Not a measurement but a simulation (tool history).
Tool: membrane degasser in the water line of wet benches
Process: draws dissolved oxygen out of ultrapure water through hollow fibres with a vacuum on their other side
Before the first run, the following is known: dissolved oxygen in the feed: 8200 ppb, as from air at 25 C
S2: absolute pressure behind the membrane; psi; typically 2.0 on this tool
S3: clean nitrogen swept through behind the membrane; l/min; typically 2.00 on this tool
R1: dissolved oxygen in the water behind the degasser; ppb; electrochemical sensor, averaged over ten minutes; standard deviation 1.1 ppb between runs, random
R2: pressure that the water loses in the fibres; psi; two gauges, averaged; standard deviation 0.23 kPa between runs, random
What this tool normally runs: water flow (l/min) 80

Run 1, day 0.000: usual settings. Result: R1 802.9 ppb, R2 8.374 psi.
Run 2, day 5.396: usual settings. Result: R1 802.8 ppb, R2 8.327 psi.
Run 3, day 10.250: usual settings. Result: R1 805.7 ppb, R2 8.315 psi.
Run 4, day 18.658: usual settings. Result: R1 802.6 ppb, R2 8.360 psi.
Run 5, day 25.329: usual settings. Result: R1 804.7 ppb, R2 8.327 psi.
Run 6, day 29.133: usual settings but water flow (l/min) 59. Result: R1 636.4 ppb, R2 6.167 psi.
Run 7, day 34.858: usual settings but water flow (l/min) 59. Result: R1 636.1 ppb, R2 6.229 psi.
At day 36.750: vacuum gauge calibrated.
Run 8, day 38.479: usual settings but water flow (l/min) 59. Result: R1 629.4 ppb, R2 6.192 psi.
Run 9, day 44.254: usual settings but water flow (l/min) 50. Result: R1 552.8 ppb, R2 5.208 psi.
Run 10, day 52.733: usual settings but water flow (l/min) 50. Result: R1 551.7 ppb, R2 5.250 psi.
Run 11, day 58.033: usual settings but S3 5.45 l/min. Result: R1 353.1 ppb, R2 8.357 psi.
Run 12, day 65.625: usual settings. Result: R1 795.5 ppb, R2 8.396 psi.
Run 13, day 73.846: usual settings. Result: R1 798.1 ppb, R2 8.432 psi.
Run 14, day 81.900: usual settings but water flow (l/min) 63. Result: R1 663.0 ppb, R2 6.638 psi.
Run 15, day 87.196: usual settings but water flow (l/min) 63. Result: R1 664.4 ppb, R2 6.643 psi.
Run 16, day 95.771: usual settings but water flow (l/min) 63. Result: R1 665.8 ppb, R2 6.606 psi.
Run 17, day 99.454: usual settings but water flow (l/min) 63. Result: R1 663.7 ppb, R2 6.621 psi.

For run 18, what comes out?
Run 18, day 107.492: usual settings but water flow (l/min) 63. Result: R1 ?, R2 ?.

For run 18 the tool returned R1 664.4 ppb, R2 6.640 psi.
Had the tool carried no hidden state, the very same run would have given R1 664.8 ppb, R2 6.505 psi.

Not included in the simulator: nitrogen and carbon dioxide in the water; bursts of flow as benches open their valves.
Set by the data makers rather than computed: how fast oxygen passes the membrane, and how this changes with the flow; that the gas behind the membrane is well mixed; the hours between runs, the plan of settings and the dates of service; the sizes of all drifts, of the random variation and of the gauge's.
